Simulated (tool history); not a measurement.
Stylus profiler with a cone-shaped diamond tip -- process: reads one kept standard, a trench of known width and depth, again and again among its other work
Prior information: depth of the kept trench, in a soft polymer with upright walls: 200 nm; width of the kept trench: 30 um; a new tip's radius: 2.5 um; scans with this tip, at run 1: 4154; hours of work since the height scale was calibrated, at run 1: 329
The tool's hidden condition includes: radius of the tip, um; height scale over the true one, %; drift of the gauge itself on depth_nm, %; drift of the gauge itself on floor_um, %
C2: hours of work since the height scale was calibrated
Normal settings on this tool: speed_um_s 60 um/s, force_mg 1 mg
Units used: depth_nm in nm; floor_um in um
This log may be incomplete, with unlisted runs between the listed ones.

{"run": 1, "hour": 0.0, "speed_um_s": 60, "force_mg": 1, "scans with this tip": 4154, "C2": 329, "depth_nm": 201.2, "floor_um": 27.59}
{"run": 2, "hour": 116.2, "speed_um_s": 60, "force_mg": 1, "scans with this tip": 5121, "C2": 405, "depth_nm": 201.28, "floor_um": 27.48}
{"run": 3, "hour": 175.4, "speed_um_s": 60, "force_mg": 1, "scans with this tip": 5614, "C2": 444, "depth_nm": 201.19, "floor_um": 27.49}
{"run": 4, "hour": 278.5, "speed_um_s": 86, "force_mg": 1, "scans with this tip": 6473, "C2": 512, "depth_nm": 201.4, "floor_um": 27.31}
{"run": 5, "hour": 340.6, "speed_um_s": 86, "force_mg": 1, "scans with this tip": 6989, "C2": 553, "depth_nm": 201.18, "floor_um": 27.32}
{"run": 6, "hour": 406.1, "speed_um_s": 95, "force_mg": 1, "scans with this tip": 7535, "C2": 596, "depth_nm": 201.31, "floor_um": 27.17}
{"hour": 418.4, "done": "height scale calibrated on a step standard"}
{"run": 7, "hour": 478.2, "speed_um_s": 95, "force_mg": 1, "scans with this tip": 8131, "C2": 39, "depth_nm": 201.39, "floor_um": 27.12}
{"run": 8, "hour": 531.1, "speed_um_s": 60, "force_mg": 0.6, "scans with this tip": 8571, "C2": 74, "depth_nm": 201.11, "floor_um": 27.23}
{"run": 9, "hour": 616.0, "speed_um_s": 60, "force_mg": 0.6, "scans with this tip": 9277, "C2": 130, "depth_nm": 201.21, "floor_um": 27.18}
{"run": 10, "hour": 710.1, "speed_um_s": 60, "force_mg": 0.6, "scans with this tip": 10061, "C2": 192, "depth_nm": 201.19, "floor_um": 27.09}
{"run": 11, "hour": 774.9, "speed_um_s": 61, "force_mg": 1, "scans with this tip": 10600, "C2": 235, "depth_nm": 201.58, "floor_um": 27.16}
{"run": 12, "hour": 854.9, "speed_um_s": 25, "force_mg": 1, "scans with this tip": 11267, "C2": 288, "depth_nm": 201.53, "floor_um": 27.21}
{"run": 13, "hour": 927.3, "speed_um_s": 25, "force_mg": 1, "scans with this tip": 11869, "C2": 335, "depth_nm": 201.54, "floor_um": 27.2}
{"run": 14, "hour": 1029.8, "speed_um_s": 25, "force_mg": 1, "scans with this tip": 12722, "C2": 403, "depth_nm": 201.61, "floor_um": 27.15}
{"run": 15, "hour": 1109.7, "speed_um_s": 22, "force_mg": 0.58, "scans with this tip": 13388, "C2": 455, "depth_nm": 201.48, "floor_um": 27.07}
{"hour": 1154.4, "done": "height scale calibrated on a step standard, once more"}
{"run": 16, "hour": 1163.5, "speed_um_s": 138, "force_mg": 0.67, "scans with this tip": 13831, "C2": 6, "depth_nm": 200.81, "floor_um": 26.49}
{"run": 17, "hour": 1265.6, "speed_um_s": 66, "force_mg": 0.67, "scans with this tip": 14681, "C2": 73, "depth_nm": 200.75, "floor_um": 26.84}
{"run": 18, "hour": 1331.8, "speed_um_s": 21, "force_mg": 1.08, "scans with this tip": 15232, "C2": 117, "depth_nm": 200.9, "floor_um": 27.07}
{"run": 19, "hour": 1389.1, "speed_um_s": 26, "force_mg": 1.89, "scans with this tip": 15709, "C2": 155, "depth_nm": 201.43, "floor_um": 27.09}

How the hidden state differs across the entries between the runs, from the last listed run before each to the first after it:
Between runs 6 and 7: height scale calibrated on a step standard (hour 418.4)
  radius of the tip, um: 3.79 -> 3.92; height scale over the true one, %: 0.166 -> 0.238
  measured result minus the result with no hidden state, depth_nm: +0.34 -> +0.48 nm; floor_um: -0.48 -> -0.51 um
Between runs 15 and 16: height scale calibrated on a step standard, once more (hour 1154.4)
  radius of the tip, um: 4.91 -> 4.98; height scale over the true one, %: 0.357 -> 0.001
  measured result minus the result with no hidden state, depth_nm: +0.72 -> +0.01 nm; floor_um: -0.82 -> -0.84 um
